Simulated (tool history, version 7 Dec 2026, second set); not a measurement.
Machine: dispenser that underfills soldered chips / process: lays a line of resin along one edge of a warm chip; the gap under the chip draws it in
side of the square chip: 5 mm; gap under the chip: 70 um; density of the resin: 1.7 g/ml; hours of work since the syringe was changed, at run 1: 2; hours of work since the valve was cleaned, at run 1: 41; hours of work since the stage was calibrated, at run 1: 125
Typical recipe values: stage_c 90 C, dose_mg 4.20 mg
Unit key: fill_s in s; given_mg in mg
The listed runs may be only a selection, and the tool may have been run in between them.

| run | hour | stage_c | dose_mg | hours of work since the syringe was changed | hours of work since the valve was cleaned | hours of work since the stage was calibrated | fill_s | given_mg |
|---|---|---|---|---|---|---|---|---|
| 1 | 0.0 | 90 | 4.20 | 2 | 41 | 125 | 32.0 | 4.10 |
| 2 | 4.8 | 90 | 4.20 | 5 | 45 | 128 | 41.2 | 4.06 |
|  | 6.9 | new syringe of resin |
| 3 | 14.5 | 90 | 5.08 | 6 | 52 | 136 | 41.5 | 4.89 |
|  | 15.3 | new syringe of resin |
| 4 | 20.1 | 90 | 4.94 | 4 | 56 | 140 | 34.8 | 4.72 |
|  | 24.0 | new syringe of resin |
| 5 | 28.1 | 90 | 4.94 | 3 | 62 | 146 | 34.9 | 4.65 |
|  | 32.7 | new syringe of resin |
| 6 | 35.0 | 90 | 4.20 | 2 | 67 | 151 | 32.1 | 3.99 |
|  | 41.4 | new syringe of resin |
| 7 | 43.5 | 90 | 4.20 | 2 | 73 | 157 | 33.0 | 3.93 |
| 8 | 48.7 | 84 | 4.20 | 6 | 77 | 161 | 52.8 | 3.93 |
|  | 50.0 | new syringe of resin |
| 9 | 57.8 | 90 | 4.82 | 6 | 84 | 168 | 42.7 | 4.53 |
|  | 58.9 | new syringe of resin |
| 10 | 64.8 | 90 | 4.86 | 5 | 90 | 173 | 38.9 | 4.50 |
|  | 68.0 | new syringe of resin |
| 11 | 73.7 | 90 | 4.20 | 4 | 96 | 180 | 38.2 | 3.84 |
|  | 77.2 | new syringe of resin |
| 12 | 82.2 | 90 | 5.15 | 4 | 102 | 186 | 37.2 | 4.68 |
|  | 86.0 | new syringe of resin |
| 13 | 91.6 | 90 | 5.16 | 4 | 110 | 193 | 39.0 | 4.68 |
|  | 94.7 | new syringe of resin |
| 14 | 102.8 | 90 | 5.16 | 6 | 118 | 202 | 42.8 | 4.67 |
|  | 103.7 | new syringe of resin |
|  | 106.4 | dispensing valve cleaned and set on the balance |
|  | 113.7 | new syringe of resin |
| 15 | 115.2 | 90 | 5.16 | 1 | 7 | 210 | 30.7 | 5.15 |
|  | 122.6 | new syringe of resin |
| 16 | 124.6 | 90 | 4.20 | 1 | 14 | 217 | 31.7 | 4.15 |
|  | 131.4 | new syringe of resin |
| 17 | 131.5 | 90 | 4.20 | 0 | 19 | 222 | 28.5 | 4.15 |
|  | 140.5 | new syringe of resin |
| 18 | 141.5 | 90 | 4.20 | 1 | 26 | 230 | 30.0 | 4.14 |
|  | 149.0 | new syringe of resin |
| 19 | 149.0 | 90 | 4.20 | 0 | 32 | 235 | 28.5 | 4.09 |
| 20 | 156.3 | 96 | 4.15 | 6 | 37 | 241 | 33.9 | 4.07 |
|  | 157.4 | new syringe of resin |
| 21 | 161.0 | 82 | 4.54 | 3 | 41 | 244 | 45.4 | 4.41 |
|  | 166.1 | new syringe of resin |
| 22 | 166.8 | 91 | 5.17 | 1 | 45 | 249 | 28.0 | 5.00 |
| 23 | 172.7 | 90 | 5.13 | 5 | 50 | 253 | 38.5 | 4.94 |
|  | 174.7 | new syringe of resin |
| 24 | 177.9 | 90 | 3.98 | 2 | 54 | 257 | 34.8 | 3.79 |
|  | 184.0 | new syringe of resin |
| 25 | 186.7 | 91 | 3.76 | 2 | 60 | 264 | 32.1 | 3.59 |
|  | 193.0 | new syringe of resin |
| 26 | 195.4 | 79 | 3.77 | 2 | 67 | 270 | 48.9 | 3.59 |
| 27 | 201.1 | 97 | 5.16 | 6 | 71 | 275 | 32.6 | 4.88 |
|  | 202.3 | new syringe of resin |
|  | 211.0 | new syringe of resin |
| 28 | 212.5 | 97 | 5.45 | 1 | 79 | 283 | 23.5 | 5.17 |
| 29 | 218.5 | 98 | 4.49 | 6 | 84 | 288 | 31.8 | 4.21 |
|  | 219.8 | new syringe of resin |
| 30 | 224.8 | 85 | 3.84 | 4 | 89 | 292 | 46.1 | 3.63 |
|  | 228.2 | new syringe of resin |
| 31 | 235.7 | 98 | 4.27 | 6 | 97 | 300 | 31.9 | 3.94 |
|  | 236.9 | new syringe of resin |
| 32 | 244.7 | 92 | 5.22 | 6 | 104 | 307 | 39.3 | 4.80 |
|  | 245.8 | new syringe of resin |
| 33 | 250.3 | 92 | 5.22 | 3 | 108 | 311 | 31.8 | 4.84 |
|  | 254.5 | new syringe of resin |
| 34 | 257.2 | 92 | 5.22 | 2 | 113 | 316 | 29.8 | 4.75 |
|  | 263.0 | new syringe of resin |
| 35 | 263.0 | 96 | 5.22 | 0 | 117 | 321 | 22.1 | 4.79 |

Alternative continuations, all from the tool just after run 35; predict every row:
|  | 267.3 | dispensing valve cleaned and set on the balance |
|  | 272.8 | new syringe of resin |
| A | 274.0 | 88 | 5.16 | 1 | 5 | 328 | ? | ? |
|  | 267.3 | dispensing valve cleaned and set on the balance |
|  | 272.8 | new syringe of resin |
| B | 274.0 | 96 | 3.96 | 1 | 5 | 328 | ? | ? |
|  | 267.3 | dispensing valve cleaned and set on the balance |
|  | 272.8 | new syringe of resin |
| C | 274.0 | 97 | 4.66 | 1 | 5 | 328 | ? | ? |

| run | fill_s | given_mg |
|---|---|---|
| A | 30.2 | 5.14 |
| B | 25.0 | 3.97 |
| C | 23.5 | 4.64 |
Without the tool's hidden state the same runs would have given:
| run | fill_s | given_mg |
|---|---|---|
| A | 30.3 | 5.15 |
| B | 25.0 | 3.98 |
| C | 23.5 | 4.66 |

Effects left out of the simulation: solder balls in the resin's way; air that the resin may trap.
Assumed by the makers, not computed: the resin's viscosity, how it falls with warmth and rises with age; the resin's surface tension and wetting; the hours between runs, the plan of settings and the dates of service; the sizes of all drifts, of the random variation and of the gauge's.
